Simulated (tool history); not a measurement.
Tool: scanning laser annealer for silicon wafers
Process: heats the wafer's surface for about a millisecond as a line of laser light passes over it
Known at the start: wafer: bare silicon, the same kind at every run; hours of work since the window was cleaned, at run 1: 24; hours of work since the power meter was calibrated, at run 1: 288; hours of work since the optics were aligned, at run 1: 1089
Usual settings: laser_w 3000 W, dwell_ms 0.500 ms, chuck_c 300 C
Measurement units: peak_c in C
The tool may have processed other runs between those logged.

run	day	laser_w	dwell_ms	chuck_c	hours of work since the window was cleaned	hours of work since the power meter was calibrated	hours of work since the optics were aligned	peak_c
1	0.000	3000	0.500	300	24	288	1089	1020
2	1.262	3000	0.500	300	40	304	1105	1020
3	2.550	2568	0.500	300	57	320	1122	901
4	3.175	2568	0.500	300	64	328	1129	901
5	4.279	2568	0.500	300	78	342	1143	898
6	5.483	3095	0.500	300	94	357	1159	1044
7	6.671	3000	0.500	300	109	372	1174	1020
8	7.646	3000	0.500	300	121	385	1186	1014
9	8.392	3000	0.500	300	130	394	1195	1019
10	9.321	3000	0.500	300	142	406	1207	1011
11	10.029	3000	0.500	300	151	415	1216	1013
12	10.950	3000	0.500	300	163	426	1228	1011
13	12.096	3000	0.500	300	177	441	1242	1011
14	13.000	3211	0.500	300	188	452	1253	1067
15	13.604	3211	0.500	300	196	460	1261	1068
16	14.242	3000	0.500	300	204	468	1269	1008
17	15.546	3000	0.500	300	220	484	1285	1010
18	16.138	3000	0.500	300	228	492	1293	1009
19	16.979	3000	0.500	300	239	502	1304	1009
20	18.088	3000	0.500	300	253	516	1318	1008
21	18.854	3000	0.500	300	262	526	1327	1006
# day 18.996: window over the wafer cleaned
22	20.067	3050	0.500	300	14	540	1341	1013
23	21.142	3243	0.445	291	27	554	1355	1004
24	21.762	2747	0.602	333	35	562	1363	1031
25	22.433	3084	0.528	333	43	570	1371	1076
# day 23.075: window over the wafer cleaned, once more
26	23.446	3000	0.542	300	5	582	1383	1056
27	24.112	3000	0.548	300	13	590	1391	1058
28	24.979	3272	0.379	317	24	601	1402	998
29	25.858	3272	0.379	317	35	612	1413	998
30	26.975	3000	0.486	283	49	626	1428	989
31	27.767	3000	0.486	283	59	636	1438	990
32	28.433	3000	0.486	283	68	645	1446	988
33	29.496	2713	0.373	283	81	658	1459	820
34	30.425	2960	0.614	267	93	670	1471	1057
35	31.254	2960	0.614	267	103	680	1482	1057
36	32.371	2960	0.614	267	117	694	1496	1056
37	33.571	3218	0.383	300	132	710	1511	963
38	34.383	3218	0.377	319	143	720	1521	977
39	35.292	3218	0.377	319	154	731	1532	975
40	36.162	3176	0.377	329	165	742	1543	975

What differs in the tool's unlogged condition from the final listed run ahead of each entry between runs to the first listed run following it?
Between runs 21 and 22: window over the wafer cleaned (day 18.996)
  light that passes the window, % of a clean one's: 98.08 -> 97.04; width of the line over the set one, %: 3.66 -> 3.7
  what was measured, less what the result would be without the hidden state, peak_c: -34 -> -43 C
Between runs 25 and 26: window over the wafer cleaned, once more (day 23.075)
  light that passes the window, % of a clean one's: 96.86 -> 99.73; width of the line over the set one, %: 3.77 -> 3.8
  what was measured, less what the result would be without the hidden state, peak_c: -47 -> -21 C
